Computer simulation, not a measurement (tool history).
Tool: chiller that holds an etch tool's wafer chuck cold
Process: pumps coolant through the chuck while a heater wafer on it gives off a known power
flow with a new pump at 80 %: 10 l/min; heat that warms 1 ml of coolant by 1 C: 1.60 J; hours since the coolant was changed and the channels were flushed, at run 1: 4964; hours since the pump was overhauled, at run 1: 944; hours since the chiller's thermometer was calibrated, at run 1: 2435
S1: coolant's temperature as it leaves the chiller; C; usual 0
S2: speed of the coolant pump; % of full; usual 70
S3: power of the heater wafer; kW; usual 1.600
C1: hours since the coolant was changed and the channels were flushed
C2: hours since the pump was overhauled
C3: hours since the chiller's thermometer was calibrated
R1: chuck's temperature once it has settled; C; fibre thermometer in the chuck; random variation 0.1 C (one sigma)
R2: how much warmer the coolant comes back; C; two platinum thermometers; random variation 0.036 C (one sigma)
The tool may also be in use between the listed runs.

{"run": 1, "hour": 0.0, "S1": 0, "S2": 70, "S3": 1.6, "C1": 4964, "C2": 944, "C3": 2435, "R1": 16.5, "R2": 6.87}
{"run": 2, "hour": 52.2, "S1": 0, "S2": 70, "S3": 1.6, "C1": 5016, "C2": 996, "C3": 2487, "R1": 16.5, "R2": 6.82}
{"run": 3, "hour": 94.2, "S1": 0, "S2": 70, "S3": 1.6, "C1": 5058, "C2": 1038, "C3": 2529, "R1": 16.5, "R2": 6.87}
{"run": 4, "hour": 124.0, "S1": 0, "S2": 70, "S3": 1.6, "C1": 5088, "C2": 1068, "C3": 2559, "R1": 16.3, "R2": 6.91}
{"run": 5, "hour": 157.3, "S1": 0, "S2": 77, "S3": 1.6, "C1": 5121, "C2": 1101, "C3": 2593, "R1": 15.4, "R2": 6.31}
{"run": 6, "hour": 205.7, "S1": 0, "S2": 77, "S3": 1.6, "C1": 5169, "C2": 1149, "C3": 2641, "R1": 15.4, "R2": 6.32}
{"run": 7, "hour": 258.5, "S1": 0, "S2": 77, "S3": 2.034, "C1": 5222, "C2": 1202, "C3": 2694, "R1": 19.4, "R2": 8.19}
{"run": 8, "hour": 307.3, "S1": 0, "S2": 77, "S3": 2.034, "C1": 5271, "C2": 1251, "C3": 2743, "R1": 19.6, "R2": 8.14}
{"run": 9, "hour": 333.1, "S1": 0, "S2": 77, "S3": 2.034, "C1": 5297, "C2": 1277, "C3": 2768, "R1": 19.7, "R2": 8.07}
{"run": 10, "hour": 356.2, "S1": 0, "S2": 77, "S3": 2.034, "C1": 5320, "C2": 1300, "C3": 2791, "R1": 19.4, "R2": 8.06}
{"run": 11, "hour": 401.6, "S1": 0, "S2": 77, "S3": 2.034, "C1": 5365, "C2": 1345, "C3": 2837, "R1": 19.5, "R2": 8.14}
{"run": 12, "hour": 438.4, "S1": 0, "S2": 84, "S3": 2.034, "C1": 5402, "C2": 1382, "C3": 2874, "R1": 18.4, "R2": 7.54}
{"run": 13, "hour": 469.5, "S1": 0, "S2": 84, "S3": 2.034, "C1": 5433, "C2": 1413, "C3": 2905, "R1": 18.3, "R2": 7.51}
{"run": 14, "hour": 511.4, "S1": 0, "S2": 83, "S3": 1.6, "C1": 5475, "C2": 1455, "C3": 2947, "R1": 14.6, "R2": 6.07}
{"run": 15, "hour": 547.8, "S1": -9, "S2": 70, "S3": 1.6, "C1": 5511, "C2": 1491, "C3": 2983, "R1": 7.5, "R2": 7.14}
{"hour": 563.4, "done": "gauge calibrated"}
{"run": 16, "hour": 578.3, "S1": -9, "S2": 70, "S3": 1.6, "C1": 5542, "C2": 1522, "C3": 3014, "R1": 7.5, "R2": 6.85}
{"run": 17, "hour": 605.1, "S1": -9, "S2": 70, "S3": 1.6, "C1": 5569, "C2": 1549, "C3": 3040, "R1": 7.5, "R2": 6.81}
{"run": 18, "hour": 648.6, "S1": -9, "S2": 70, "S3": 1.6, "C1": 5612, "C2": 1592, "C3": 3084, "R1": 7.4, "R2": 6.83}
{"run": 19, "hour": 684.5, "S1": -4, "S2": 98, "S3": 2.153, "C1": 5648, "C2": 1628, "C3": 3120, "R1": 13.4, "R2": 6.67}
{"run": 20, "hour": 726.7, "S1": -9, "S2": 70, "S3": 1.261, "C1": 5690, "C2": 1670, "C3": 3162, "R1": 4.1, "R2": 5.51}
{"run": 21, "hour": 775.9, "S1": -9, "S2": 70, "S3": 1.261, "C1": 5740, "C2": 1720, "C3": 3211, "R1": 4.0, "R2": 5.53}
{"run": 22, "hour": 799.7, "S1": -9, "S2": 70, "S3": 1.261, "C1": 5763, "C2": 1743, "C3": 3235, "R1": 4.0, "R2": 5.55}
{"run": 23, "hour": 840.0, "S1": -9, "S2": 70, "S3": 1.261, "C1": 5804, "C2": 1784, "C3": 3275, "R1": 4.2, "R2": 5.47}
{"run": 24, "hour": 876.9, "S1": -2, "S2": 70, "S3": 1.516, "C1": 5841, "C2": 1821, "C3": 3312, "R1": 13.6, "R2": 6.64}
{"run": 25, "hour": 927.8, "S1": -2, "S2": 70, "S3": 1.516, "C1": 5891, "C2": 1871, "C3": 3363, "R1": 13.7, "R2": 6.69}
{"hour": 959.9, "done": "chiller's thermometer calibrated"}
{"run": 26, "hour": 966.0, "S1": -2, "S2": 70, "S3": 1.516, "C1": 5929, "C2": 1909, "C3": 6, "R1": 13.4, "R2": 6.68}
{"run": 27, "hour": 994.5, "S1": -2, "S2": 75, "S3": 1.906, "C1": 5957, "C2": 1937, "C3": 35, "R1": 16.5, "R2": 7.81}
{"run": 28, "hour": 1038.4, "S1": 0, "S2": 84, "S3": 1.797, "C1": 6001, "C2": 1981, "C3": 78, "R1": 16.2, "R2": 6.59}
{"run": 29, "hour": 1082.5, "S1": 3, "S2": 61, "S3": 1.6, "C1": 6045, "C2": 2025, "C3": 123, "R1": 21.2, "R2": 8.09}
{"run": 30, "hour": 1134.1, "S1": -1, "S2": 71, "S3": 1.607, "C1": 6097, "C2": 2077, "C3": 174, "R1": 15.3, "R2": 7.11}
{"run": 31, "hour": 1185.7, "S1": -1, "S2": 73, "S3": 1.6, "C1": 6148, "C2": 2128, "C3": 226, "R1": 14.9, "R2": 6.82}
{"run": 32, "hour": 1219.8, "S1": 7, "S2": 70, "S3": 1.671, "C1": 6182, "C2": 2162, "C3": 260, "R1": 24.4, "R2": 7.47}

3 ways to go on from here, each from the tool as it stands after run 32. What would each give?
{"run": "A", "hour": 1272.9, "S1": 9, "S2": 73, "S3": 1.811, "C1": 6236, "C2": 2216, "C3": 313, "R1": "?", "R2": "?"}
{"run": "B", "hour": 1272.9, "S1": -3, "S2": 70, "S3": 1.687, "C1": 6236, "C2": 2216, "C3": 313, "R1": "?", "R2": "?"}
{"run": "C", "hour": 1272.9, "S1": 1, "S2": 77, "S3": 1.321, "C1": 6236, "C2": 2216, "C3": 313, "R1": "?", "R2": "?"}

run=A R1=27.2 R2=7.77
run=B R1=14.4 R2=7.60
run=C R1=13.7 R2=5.45
Without the tool's hidden state the same runs would have given:
run=A R1=27.1 R2=7.40
run=B R1=14.4 R2=7.23
run=C R1=13.7 R2=5.07
